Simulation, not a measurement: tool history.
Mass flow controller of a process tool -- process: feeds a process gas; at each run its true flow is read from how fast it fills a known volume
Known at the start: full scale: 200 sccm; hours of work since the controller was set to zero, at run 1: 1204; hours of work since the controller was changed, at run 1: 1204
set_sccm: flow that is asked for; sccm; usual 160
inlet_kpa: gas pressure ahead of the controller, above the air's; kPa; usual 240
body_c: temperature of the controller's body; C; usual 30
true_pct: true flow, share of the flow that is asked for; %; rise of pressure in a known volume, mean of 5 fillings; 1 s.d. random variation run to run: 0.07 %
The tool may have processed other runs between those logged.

| run | hour | set_sccm | inlet_kpa | body_c | hours of work since the controller was set to zero | hours of work since the controller was changed | true_pct |
|---|---|---|---|---|---|---|---|
| 1 | 0.0 | 160 | 240 | 30 | 1204 | 1204 | 99.83 |
| 2 | 62.1 | 160 | 240 | 30 | 1237 | 1237 | 99.77 |
| 3 | 118.2 | 160 | 240 | 30 | 1266 | 1266 | 99.92 |
| 4 | 181.3 | 59 | 240 | 30 | 1300 | 1300 | 99.73 |
| 5 | 263.0 | 59 | 240 | 30 | 1343 | 1343 | 99.63 |
| 6 | 354.8 | 42 | 229 | 30 | 1392 | 1392 | 99.96 |
| 7 | 406.5 | 93 | 182 | 30 | 1420 | 1420 | 99.86 |
| 8 | 460.6 | 25 | 158 | 30 | 1449 | 1449 | 100.90 |
| 9 | 506.7 | 160 | 154 | 30 | 1473 | 1473 | 100.10 |
| 10 | 572.4 | 160 | 141 | 29 | 1508 | 1508 | 100.16 |

4 ways to go on from here, each from the tool as it stands after run 10. What would each give?
| A | 650.6 | 175 | 240 | 30 | 1550 | 1550 | ? |
| B | 650.6 | 107 | 181 | 25 | 1550 | 1550 | ? |
| C | 650.6 | 160 | 240 | 39 | 1550 | 1550 | ? |
| D | 650.6 | 24 | 240 | 24 | 1550 | 1550 | ? |

| run | true_pct |
|---|---|
| A | 100.02 |
| B | 100.19 |
| C | 99.43 |
| D | 101.31 |
What these runs would have given with no unlogged condition in the tool:
| run | true_pct |
|---|---|
| A | 99.44 |
| B | 99.41 |
| C | 98.82 |
| D | 98.79 |

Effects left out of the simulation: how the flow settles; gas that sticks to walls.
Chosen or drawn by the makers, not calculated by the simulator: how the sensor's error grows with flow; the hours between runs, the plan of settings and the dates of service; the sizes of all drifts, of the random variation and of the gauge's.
